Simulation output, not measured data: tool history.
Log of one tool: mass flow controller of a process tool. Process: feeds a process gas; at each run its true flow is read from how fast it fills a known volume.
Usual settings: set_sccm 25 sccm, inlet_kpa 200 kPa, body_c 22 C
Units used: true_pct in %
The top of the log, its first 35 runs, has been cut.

| run | hour | set_sccm | inlet_kpa | body_c | hours of work since the controller was set to zero | hours of work since the controller was changed | true_pct |
|---|---|---|---|---|---|---|---|
| 36 | 7915.6 | 18 | 200 | 22 | 1740 | 6843 | 100.43 |
| 37 | 8186.7 | 5 | 200 | 22 | 1897 | 7000 | 103.14 |
| 38 | 8436.7 | 49 | 264 | 22 | 2042 | 7145 | 101.56 |
| 39 | 8660.6 | 28 | 200 | 21 | 2172 | 7275 | 100.58 |
| 40 | 8956.2 | 28 | 200 | 21 | 2343 | 7446 | 100.86 |
| 41 | 9080.6 | 25 | 229 | 38 | 2415 | 7518 | 101.4 |
| 42 | 9258.6 | 6 | 141 | 25 | 2518 | 7621 | 104.05 |
| 43 | 9390.1 | 6 | 141 | 25 | 2594 | 7697 | 104.2 |
| 44 | 9655.7 | 28 | 141 | 28 | 2748 | 7851 | 101.56 |
|  | 9850.5 | controller exchanged for a calibrated one |
| 45 | 9850.5 | 28 | 141 | 28 | 0 | 0 | 98.62 |
| 46 | 10056.7 | 28 | 141 | 28 | 119 | 119 | 98.8 |
| 47 | 10323.9 | 28 | 141 | 28 | 274 | 274 | 98.91 |
| 48 | 10622.1 | 29 | 237 | 32 | 447 | 447 | 98.88 |

Forecast each of these 4 alternatives for the next run:
| A | 10817.4 | 29 | 237 | 25 | 560 | 560 | ? |
| B | 10817.4 | 29 | 194 | 39 | 560 | 560 | ? |
| C | 10817.4 | 25 | 200 | 35 | 560 | 560 | ? |
| D | 10817.4 | 39 | 152 | 35 | 560 | 560 | ? |

| run | true_pct |
|---|---|
| A | 98.69 |
| B | 99.5 |
| C | 99 |
| D | 100.11 |
What these runs would have given with no unlogged condition in the tool:
| run | true_pct |
|---|---|
| A | 98.49 |
| B | 99.3 |
| C | 98.74 |
| D | 100 |
